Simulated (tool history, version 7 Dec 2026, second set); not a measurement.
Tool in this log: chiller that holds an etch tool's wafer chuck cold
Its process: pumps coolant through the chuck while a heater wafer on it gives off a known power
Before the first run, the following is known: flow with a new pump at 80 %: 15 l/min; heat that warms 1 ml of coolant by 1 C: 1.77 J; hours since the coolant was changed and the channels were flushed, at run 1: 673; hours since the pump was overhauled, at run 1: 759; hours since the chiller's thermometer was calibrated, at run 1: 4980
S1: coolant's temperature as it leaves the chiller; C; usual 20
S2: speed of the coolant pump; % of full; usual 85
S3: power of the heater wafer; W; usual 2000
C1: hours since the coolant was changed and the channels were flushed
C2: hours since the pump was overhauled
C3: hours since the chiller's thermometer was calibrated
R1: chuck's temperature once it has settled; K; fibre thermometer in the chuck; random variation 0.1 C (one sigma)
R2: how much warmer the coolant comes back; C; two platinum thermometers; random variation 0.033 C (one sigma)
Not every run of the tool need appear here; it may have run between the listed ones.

run 1 hour=0 | S1=20 S2=85 S3=2000 | C1=673 C2=759 C3=4980 | R1=306.05 R2=4.24
run 2 hour=20.2 | S1=20 S2=85 S3=2000 | C1=693 C2=780 C3=5000 | R1=306.05 R2=4.3
run 3 hour=42.7 | S1=22 S2=85 S3=2000 | C1=716 C2=802 C3=5022 | R1=307.95 R2=4.29
run 4 hour=68.9 | S1=22 S2=85 S3=2000 | C1=742 C2=828 C3=5049 | R1=308.15 R2=4.26
run 5 hour=87.4 | S1=22 S2=85 S3=2000 | C1=761 C2=847 C3=5067 | R1=308.15 R2=4.28
run 6 hour=101.4 | S1=22 S2=85 S3=2000 | C1=775 C2=861 C3=5081 | R1=308.05 R2=4.29
run 7 hour=131.6 | S1=22 S2=61 S3=2000 | C1=805 C2=891 C3=5111 | R1=312.35 R2=6.13
run 8 hour=152.9 | S1=22 S2=61 S3=2000 | C1=826 C2=912 C3=5133 | R1=312.25 R2=6.14
run 9 hour=185.6 | S1=14 S2=85 S3=2000 | C1=859 C2=945 C3=5165 | R1=299.95 R2=4.3
run 10 hour=203.7 | S1=20 S2=80 S3=2980 | C1=877 C2=963 C3=5183 | R1=313.55 R2=6.8
-- hour=210.4 coolant pump overhauled
run 11 hour=227.7 | S1=24 S2=87 S3=1022 | C1=896 C2=17 C3=5202 | R1=303.35 R2=2.17
run 12 hour=257 | S1=24 S2=87 S3=1022 | C1=925 C2=47 C3=5232 | R1=303.55 R2=2.1
run 13 hour=280.6 | S1=18 S2=85 S3=1491 | C1=949 C2=70 C3=5255 | R1=300.75 R2=3.24
run 14 hour=310.7 | S1=18 S2=85 S3=1491 | C1=979 C2=100 C3=5285 | R1=300.85 R2=3.24
run 15 hour=336.9 | S1=23 S2=85 S3=2529 | C1=1005 C2=126 C3=5312 | R1=312.75 R2=5.44
run 16 hour=364.2 | S1=20 S2=68 S3=2000 | C1=1032 C2=154 C3=5339 | R1=308.85 R2=5.53
-- hour=384 coolant pump overhauled, once more
run 17 hour=388.2 | S1=20 S2=68 S3=2000 | C1=1051 C2=4 C3=5358 | R1=308.65 R2=5.47

Forecast each of these 4 alternatives for the next run:
-- hour=394.3 chiller's thermometer calibrated
run A hour=402.8 | S1=14 S2=66 S3=1976 | C1=1065 C2=18 C3=9 | R1=? R2=?
-- hour=394.3 chiller's thermometer calibrated
run B hour=402.8 | S1=23 S2=62 S3=2347 | C1=1065 C2=18 C3=9 | R1=? R2=?
-- hour=394.3 chiller's thermometer calibrated
run C hour=402.8 | S1=25 S2=68 S3=1947 | C1=1065 C2=18 C3=9 | R1=? R2=?
-- hour=394.3 chiller's thermometer calibrated
run D hour=402.8 | S1=23 S2=75 S3=1207 | C1=1065 C2=18 C3=9 | R1=? R2=?

run=A R1=303.25 R2=5.5
run=B R1=316.15 R2=7.03
run=C R1=313.65 R2=5.24
run=D R1=304.95 R2=2.87
With the hidden condition removed and each run's random variation left untouched, the same runs would have given:
run=A R1=302.95 R2=5.48
run=B R1=315.75 R2=7
run=C R1=313.35 R2=5.22
run=D R1=304.75 R2=2.86

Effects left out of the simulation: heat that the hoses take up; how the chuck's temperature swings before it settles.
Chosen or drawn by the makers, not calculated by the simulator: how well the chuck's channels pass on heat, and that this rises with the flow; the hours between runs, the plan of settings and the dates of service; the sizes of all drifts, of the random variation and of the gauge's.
